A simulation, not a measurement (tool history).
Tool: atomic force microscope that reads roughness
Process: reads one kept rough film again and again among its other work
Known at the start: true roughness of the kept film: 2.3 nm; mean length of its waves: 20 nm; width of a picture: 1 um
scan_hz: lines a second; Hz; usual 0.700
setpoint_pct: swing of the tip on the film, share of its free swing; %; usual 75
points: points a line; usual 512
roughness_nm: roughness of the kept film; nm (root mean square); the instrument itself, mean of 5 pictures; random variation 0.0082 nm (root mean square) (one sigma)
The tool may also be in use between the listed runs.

run   hour  scan_hz  setpoint_pct  points  roughness_nm
  1    0.0    0.700            75     512         1.797
  2   29.7    0.700            75     512         1.802
  3   59.9    0.700            83     512         1.782
  4   75.9    0.700            83     512         1.776
  5   92.9    0.700            83     512         1.757
  6  109.4    0.700            83     512         1.772
  7  138.6    0.700            83     512         1.768
  8  155.9    0.700            83     545         1.766
  9  180.4    0.700            75     512         1.788
 10  207.2    0.700            75     512         1.808
 11  227.4    0.700            75     512         1.786
 12  249.4    0.700            75     512         1.792
 13  273.2    0.700            75     512         1.786
 14  303.0    0.700            75     512         1.800
 15  323.7    0.700            75     512         1.794
 16  357.1    0.700            75     512         1.802
 17  391.1    0.700            79     512         1.792
 18  419.5    0.700            75     512         1.778
 19  443.1    0.700            75     512         1.790
 20  476.3    0.700            75     512         1.803
 21  500.1    0.610            86     329         1.760
 22  534.1    3.514            83     512         1.492
 23  559.0    2.923            58     535         1.766
 24  583.8    2.923            58     535         1.782
 25  614.3    3.800            88     303         1.373
 26  635.8    0.700            64     512         1.824
 27  653.0    0.700            75     799         1.804
 28  667.5    0.700            75     799         1.799
 29  681.7    0.700            75     799         1.808
 30  705.0    0.700            61     417         1.810
 31  721.0    0.700            75     555         1.811
 32  737.9    0.700            75     555         1.805
 33  755.5    3.384            89     606         1.430
 34  782.8    3.384            89     606         1.417
 35  800.3    0.735            64     512         1.835
 36  829.5    0.735            72     475         1.794
 37  860.7    3.152            69     475         1.690
 38  880.7    1.996            89     741         1.588
 39  904.5    1.682            75     764         1.733
 40  921.1    0.995            89     933         1.722

Taken out of this log: 5 entries between the listed runs. Where each belongs, and how the hidden state differs across it:
Between runs 8 and 9: new tip fitted (hour 173.7)
  radius of the tip, nm: 10.1 -> 10
Between runs 15 and 16: new tip fitted (hour 353.7)
  radius of the tip, nm: 10.1 -> 10
Between runs 21 and 22: new tip fitted (hour 531.9)
  radius of the tip, nm: 10.1 -> 10
Between runs 30 and 31: new tip fitted (hour 711.6)
  radius of the tip, nm: 10.1 -> 10
Between runs 38 and 39: new tip fitted (hour 890.4)
  radius of the tip, nm: 10.1 -> 10
